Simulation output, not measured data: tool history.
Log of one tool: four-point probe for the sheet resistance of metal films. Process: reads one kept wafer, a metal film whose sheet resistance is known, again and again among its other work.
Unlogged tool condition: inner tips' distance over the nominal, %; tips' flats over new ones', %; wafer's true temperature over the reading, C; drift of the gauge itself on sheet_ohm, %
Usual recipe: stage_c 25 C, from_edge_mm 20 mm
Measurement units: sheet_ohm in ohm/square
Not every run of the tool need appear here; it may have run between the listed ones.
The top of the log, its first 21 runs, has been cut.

run     day  stage_c  from_edge_mm  touches since the probe head was changed  hours of work since the stage's thermometer was calibrated  sheet_ohm
     14.754  -- stage's thermometer calibrated, once more
 22  15.088       23            20                                     27696                                                           4   0.043883
 23  15.562       23            20                                     27949                                                           9    0.04387
 24  16.004       31            20                                     28185                                                          13   0.043727
 25    16.8       24            20                                     28609                                                          22   0.043855
 26  17.358       24             4                                     28905                                                          28   0.044435
 27  18.075       20             7                                     29287                                                          36   0.044125
 28  18.917       18            13                                     29737                                                          45   0.044035
 29  19.512       18            30                                     30053                                                          51    0.04399
 30  20.308       35            67                                     30478                                                          60   0.043642
 31  21.029       35            67                                     30861                                                          68   0.043652
 32   21.75       23            36                                     31244                                                          75   0.043869
 33  22.533       32             5                                     31662                                                          84   0.044058
 34  23.292       24             6                                     32067                                                          92   0.044103
 35  24.104       24             6                                     32498                                                         101   0.044123
 36  25.067       34            20                                     33012                                                         111   0.043685
 37  25.592       22            10                                     33291                                                         117   0.043986
 38  26.529       22            10                                     33789                                                         127    0.04399
 39  27.538       22             5                                     34327                                                         138   0.044283
 40  28.358       22             5                                     34765                                                         147   0.044283
 41  28.771       22             5                                     34984                                                         151   0.044271
 42  29.542       30            20                                     35395                                                         159   0.043753
 43  30.292       30            20                                     35795                                                         167   0.043768

Below are 5 alternative next runs, each starting from the tool's condition after run 43. Predict each:
  A  30.788       30             4                                     36059                                                         173          ?
  B  30.788       19             8                                     36059                                                         173          ?
  C  30.788       32            20                                     36059                                                         173          ?
  D  30.788       25            12                                     36059                                                         173          ?
  E  30.788       25            66                                     36059                                                         173          ?

run  sheet_ohm
  A   0.044332
  B   0.044119
  C   0.043742
  D   0.043911
  E   0.043832
With the hidden condition removed and each run's random variation left untouched, the same runs would have given:
run  sheet_ohm
  A   0.043944
  B   0.043733
  C   0.043359
  D   0.043526
  E   0.043448
